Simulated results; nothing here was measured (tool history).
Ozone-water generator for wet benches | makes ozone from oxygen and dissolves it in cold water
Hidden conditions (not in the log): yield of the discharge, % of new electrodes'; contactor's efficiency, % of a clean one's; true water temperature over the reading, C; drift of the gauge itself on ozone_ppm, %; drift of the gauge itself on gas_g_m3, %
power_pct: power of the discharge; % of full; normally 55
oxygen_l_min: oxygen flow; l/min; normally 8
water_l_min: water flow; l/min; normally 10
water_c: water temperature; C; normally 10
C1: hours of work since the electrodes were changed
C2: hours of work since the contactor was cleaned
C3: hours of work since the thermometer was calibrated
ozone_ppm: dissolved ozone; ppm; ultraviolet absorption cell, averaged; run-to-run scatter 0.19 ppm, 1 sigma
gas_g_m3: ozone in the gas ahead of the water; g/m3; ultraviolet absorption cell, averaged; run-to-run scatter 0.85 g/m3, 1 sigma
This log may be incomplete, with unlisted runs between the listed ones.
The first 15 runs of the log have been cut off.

run 16 hour=656.2 | power_pct=55 oxygen_l_min=8 water_l_min=10 water_c=10 | C1=2742 C2=1345 C3=173 | ozone_ppm=23.8 gas_g_m3=128.8
run 17 hour=708.1 | power_pct=71 oxygen_l_min=8 water_l_min=10 water_c=7 | C1=2790 C2=1393 C3=221 | ozone_ppm=29.3 gas_g_m3=146
run 18 hour=756.9 | power_pct=71 oxygen_l_min=8 water_l_min=10 water_c=7 | C1=2835 C2=1438 C3=266 | ozone_ppm=28.9 gas_g_m3=144.6
run 19 hour=816.3 | power_pct=55 oxygen_l_min=8.51 water_l_min=10 water_c=7 | C1=2890 C2=1493 C3=321 | ozone_ppm=25.8 gas_g_m3=125.3
run 20 hour=847.4 | power_pct=60 oxygen_l_min=8 water_l_min=10 water_c=10 | C1=2919 C2=1522 C3=350 | ozone_ppm=25 gas_g_m3=132.2
run 21 hour=882.3 | power_pct=60 oxygen_l_min=8 water_l_min=10 water_c=10 | C1=2951 C2=1555 C3=382 | ozone_ppm=24.9 gas_g_m3=133.3
run 22 hour=922.2 | power_pct=60 oxygen_l_min=8 water_l_min=10 water_c=10 | C1=2988 C2=1591 C3=419 | ozone_ppm=25.2 gas_g_m3=132.8
run 23 hour=978.5 | power_pct=49 oxygen_l_min=8 water_l_min=10 water_c=5 | C1=3041 C2=1644 C3=471 | ozone_ppm=25 gas_g_m3=120.1
run 24 hour=1014.7 | power_pct=49 oxygen_l_min=8 water_l_min=10 water_c=5 | C1=3074 C2=1677 C3=505 | ozone_ppm=24.6 gas_g_m3=120.8
run 25 hour=1068.2 | power_pct=49 oxygen_l_min=6.74 water_l_min=10 water_c=11 | C1=3124 C2=1727 C3=555 | ozone_ppm=22.1 gas_g_m3=127.4
run 26 hour=1115.3 | power_pct=49 oxygen_l_min=6.74 water_l_min=10 water_c=11 | C1=3167 C2=1770 C3=598 | ozone_ppm=22.2 gas_g_m3=126.4
run 27 hour=1152.3 | power_pct=49 oxygen_l_min=6.74 water_l_min=10 water_c=11 | C1=3201 C2=1805 C3=632 | ozone_ppm=22 gas_g_m3=126.5
run 28 hour=1198.8 | power_pct=49 oxygen_l_min=6.74 water_l_min=10 water_c=11 | C1=3245 C2=1848 C3=676 | ozone_ppm=22 gas_g_m3=126.2
run 29 hour=1232.4 | power_pct=49 oxygen_l_min=6.74 water_l_min=10 water_c=16 | C1=3276 C2=1879 C3=707 | ozone_ppm=19.9 gas_g_m3=126.2
run 30 hour=1265.9 | power_pct=49 oxygen_l_min=6.74 water_l_min=7 water_c=13 | C1=3307 C2=1910 C3=738 | ozone_ppm=25.2 gas_g_m3=126.9
run 31 hour=1307.8 | power_pct=55 oxygen_l_min=8 water_l_min=7 water_c=9 | C1=3346 C2=1949 C3=777 | ozone_ppm=28.7 gas_g_m3=127.4
run 32 hour=1341.5 | power_pct=69 oxygen_l_min=4.19 water_l_min=10 water_c=10 | C1=3377 C2=1980 C3=808 | ozone_ppm=25 gas_g_m3=176.2

Here are 3 independent what-if runs from the current tool condition. What would each one return?
run A hour=1387.5 | power_pct=69 oxygen_l_min=4.19 water_l_min=10 water_c=7 | C1=3419 C2=2022 C3=850 | ozone_ppm=? gas_g_m3=?
run B hour=1387.5 | power_pct=68 oxygen_l_min=4.19 water_l_min=10 water_c=10 | C1=3419 C2=2022 C3=850 | ozone_ppm=? gas_g_m3=?
run C hour=1387.5 | power_pct=69 oxygen_l_min=9.34 water_l_min=7 water_c=10 | C1=3419 C2=2022 C3=850 | ozone_ppm=? gas_g_m3=?

run=A ozone_ppm=26.4 gas_g_m3=174.7
run=B ozone_ppm=24.9 gas_g_m3=175.3
run=C ozone_ppm=31 gas_g_m3=131.5
With no hidden state in the tool, these same runs would have given:
run=A ozone_ppm=29.7 gas_g_m3=191.6
run=B ozone_ppm=28 gas_g_m3=191.9
run=C ozone_ppm=34.8 gas_g_m3=144.2
